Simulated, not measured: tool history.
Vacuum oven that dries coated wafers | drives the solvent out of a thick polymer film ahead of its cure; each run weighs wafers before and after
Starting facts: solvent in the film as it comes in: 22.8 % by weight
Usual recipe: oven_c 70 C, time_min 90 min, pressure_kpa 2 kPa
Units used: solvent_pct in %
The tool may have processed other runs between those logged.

Run 1, day 0: usual settings. Result: solvent_pct 5.12 %.
Run 2, day 1.171: usual settings. Result: solvent_pct 5.3 %.
Run 3, day 2.833: usual settings but time_min 78 min. Result: solvent_pct 6.05 %.
Run 4, day 4.117: usual settings but time_min 78 min. Result: solvent_pct 6.06 %.
Run 5, day 5.375: usual settings but time_min 78 min. Result: solvent_pct 6.03 %.
Run 6, day 6.725: usual settings but oven_c 64 C, time_min 93 min, pressure_kpa 1.41 kPa. Result: solvent_pct 7.51 %.
Run 7, day 8.067: usual settings but oven_c 80 C, time_min 73 min, pressure_kpa 6.23 kPa. Result: solvent_pct 5.81 %.
Run 8, day 9.433: usual settings but oven_c 56 C, time_min 56 min. Result: solvent_pct 15.25 %.
Run 9, day 10.388: usual settings but oven_c 56 C, time_min 56 min. Result: solvent_pct 14.95 %.
Run 10, day 11.862: usual settings but oven_c 73 C, time_min 59 min, pressure_kpa 1.01 kPa. Result: solvent_pct 5.26 %.

Each row is a separate what-if for the run after 10, all from the same tool condition, not one after another. Results?
Run A, day 13.112: usual settings but oven_c 73 C, time_min 59 min, pressure_kpa 3.99 kPa. Result: solvent_pct ?.
Run B, day 13.112: usual settings but oven_c 75 C, time_min 122 min, pressure_kpa 4.85 kPa. Result: solvent_pct ?.
Run C, day 13.112: usual settings but oven_c 76 C, time_min 86 min, pressure_kpa 7.01 kPa. Result: solvent_pct ?.

run  solvent_pct
  A         8.07
  B         5.61
  C         7.96
With no hidden state in the tool, these same runs would have given:
run  solvent_pct
  A         7.29
  B         5.09
  C         7.31
